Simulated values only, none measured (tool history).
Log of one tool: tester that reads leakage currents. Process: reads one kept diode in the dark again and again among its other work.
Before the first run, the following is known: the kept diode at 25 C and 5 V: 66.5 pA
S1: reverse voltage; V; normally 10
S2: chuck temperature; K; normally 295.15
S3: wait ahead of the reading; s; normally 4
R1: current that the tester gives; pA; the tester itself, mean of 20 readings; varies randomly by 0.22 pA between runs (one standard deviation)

| run | hour | S1 | S2 | S3 | R1 |
|---|---|---|---|---|---|
| 1 | 0 | 10 | 295.15 | 4 | 85.31 |
| 2 | 141 | 4.1 | 295.15 | 4 | 56.87 |
| 3 | 330.3 | 4.1 | 295.15 | 4 | 56.99 |
| 4 | 530.3 | 4.1 | 295.15 | 4 | 57.81 |
| 5 | 735.3 | 10 | 295.15 | 4 | 89.09 |
| 6 | 901.6 | 10 | 295.15 | 6.62 | 90.04 |
| 7 | 1017.5 | 10 | 295.15 | 6.62 | 90.84 |
| 8 | 1137.3 | 2.5 | 295.15 | 4 | 47.62 |
|  | 1170.7 | chuck's temperature calibrated |
| 9 | 1344.6 | 10 | 295.15 | 4 | 84.34 |
|  | 1396.2 | probe card cleaned and baked |
| 10 | 1584.4 | 10 | 295.15 | 4 | 93.17 |
| 11 | 1712.9 | 10 | 295.15 | 4 | 94.37 |
| 12 | 1927.7 | 10 | 295.15 | 4 | 94.19 |
| 13 | 2182.1 | 10 | 295.15 | 4 | 96.33 |
| 14 | 2307.3 | 10 | 295.15 | 4 | 96.33 |
| 15 | 2537.2 | 3.1 | 295.15 | 0.6 | 52.9 |
|  | 2669.6 | probe card cleaned and baked, once more |
| 16 | 2804.8 | 3.1 | 295.15 | 0.6 | 46.13 |
| 17 | 3050.2 | 3.1 | 295.15 | 0.6 | 46.76 |
| 18 | 3230.7 | 3.1 | 295.15 | 0.6 | 47.06 |

What will run 19 give?
|  | 3392.5 | tester calibrated |
| 19 | 3433.5 | 4 | 300.15 | 0.6 | ? |

{"run 19": {"R1": 75.32}}
Were there no unlogged condition in the tool, this run, its random variation unchanged, would have produced R1 71.3 pA.
